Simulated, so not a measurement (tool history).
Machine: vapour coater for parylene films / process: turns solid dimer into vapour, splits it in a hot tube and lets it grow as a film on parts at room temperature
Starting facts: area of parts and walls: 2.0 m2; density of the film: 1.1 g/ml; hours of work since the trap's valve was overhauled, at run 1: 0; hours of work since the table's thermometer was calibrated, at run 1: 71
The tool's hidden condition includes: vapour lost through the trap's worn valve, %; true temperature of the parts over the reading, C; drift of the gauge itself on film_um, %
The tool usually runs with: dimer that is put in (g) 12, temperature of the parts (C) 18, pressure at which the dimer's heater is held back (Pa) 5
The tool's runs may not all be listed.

| run | hour | dimer that is put in (g) | temperature of the parts (C) | pressure at which the dimer's heater is held back (Pa) | hours of work since the trap's valve was overhauled | hours of work since the table's thermometer was calibrated | thickness of the film (nm) |
|---|---|---|---|---|---|---|---|
| 1 | 0 | 12 | 18 | 5 | 0 | 71 | 3850 |
| 2 | 35.2 | 12 | 18 | 5 | 27 | 97 | 3880 |
| 3 | 72.4 | 12 | 18 | 5 | 55 | 125 | 3810 |
| 4 | 97.3 | 12 | 18 | 5 | 73 | 144 | 3870 |
| 5 | 131 | 12 | 18 | 5 | 99 | 170 | 3840 |
| 6 | 166.8 | 12 | 18 | 5 | 126 | 197 | 3860 |
| 7 | 187.7 | 12 | 18 | 5 | 142 | 212 | 3880 |
| 8 | 219.1 | 12 | 18 | 5 | 165 | 236 | 3830 |
| 9 | 247.4 | 12 | 18 | 5 | 187 | 257 | 3890 |
| 10 | 280.5 | 12 | 12 | 5 | 212 | 282 | 5050 |
|  | 290.6 | trap's valve overhauled |
| 11 | 302.8 | 12 | 12 | 5 | 9 | 296 | 5100 |
| 12 | 328.4 | 12 | 12 | 5 | 28 | 315 | 5060 |
| 13 | 359.1 | 12 | 12 | 5 | 52 | 339 | 5070 |
| 14 | 384.7 | 12 | 14 | 5 | 71 | 358 | 4630 |
| 15 | 417.6 | 18 | 18 | 5 | 96 | 383 | 5840 |
| 16 | 445.2 | 18 | 18 | 5 | 117 | 404 | 5860 |
| 17 | 480.2 | 10 | 14 | 5 | 143 | 430 | 3860 |
| 18 | 503.1 | 7 | 23 | 5.55 | 160 | 447 | 1800 |
| 19 | 525.8 | 7 | 18 | 3.39 | 177 | 464 | 2350 |
| 20 | 548.3 | 6 | 10 | 8.24 | 194 | 481 | 2690 |
| 21 | 568.2 | 6 | 10 | 8.24 | 209 | 496 | 2690 |
|  | 584 | trap's valve overhauled |
| 22 | 595.2 | 6 | 10 | 8.24 | 8 | 514 | 2700 |
| 23 | 613.7 | 15 | 26 | 5 | 22 | 528 | 3460 |
| 24 | 648 | 20 | 10 | 5.65 | 48 | 553 | 9080 |
| 25 | 670 | 17 | 26 | 5.65 | 65 | 570 | 3850 |
| 26 | 696.8 | 15 | 22 | 3.72 | 85 | 590 | 4210 |
| 27 | 718.3 | 7 | 18 | 8.13 | 101 | 606 | 2190 |
| 28 | 747.1 | 7 | 18 | 8.13 | 123 | 628 | 2220 |
| 29 | 771.3 | 16 | 21 | 2.92 | 141 | 646 | 4760 |

Forecast each of these 4 alternatives for the next run:
| A | 788.2 | 19 | 12 | 2.66 | 154 | 659 | ? |
| B | 788.2 | 5 | 18 | 5 | 154 | 659 | ? |
| C | 788.2 | 5 | 21 | 2.92 | 154 | 659 | ? |
| D | 788.2 | 19 | 21 | 3.56 | 154 | 659 | ? |

| run | thickness of the film (nm) |
|---|---|
| A | 8510 |
| B | 1640 |
| C | 1470 |
| D | 5600 |
Had the tool no hidden state, the same runs would have come out as:
| run | thickness of the film (nm) |
|---|---|
| A | 8350 |
| B | 1610 |
| C | 1440 |
| D | 5490 |
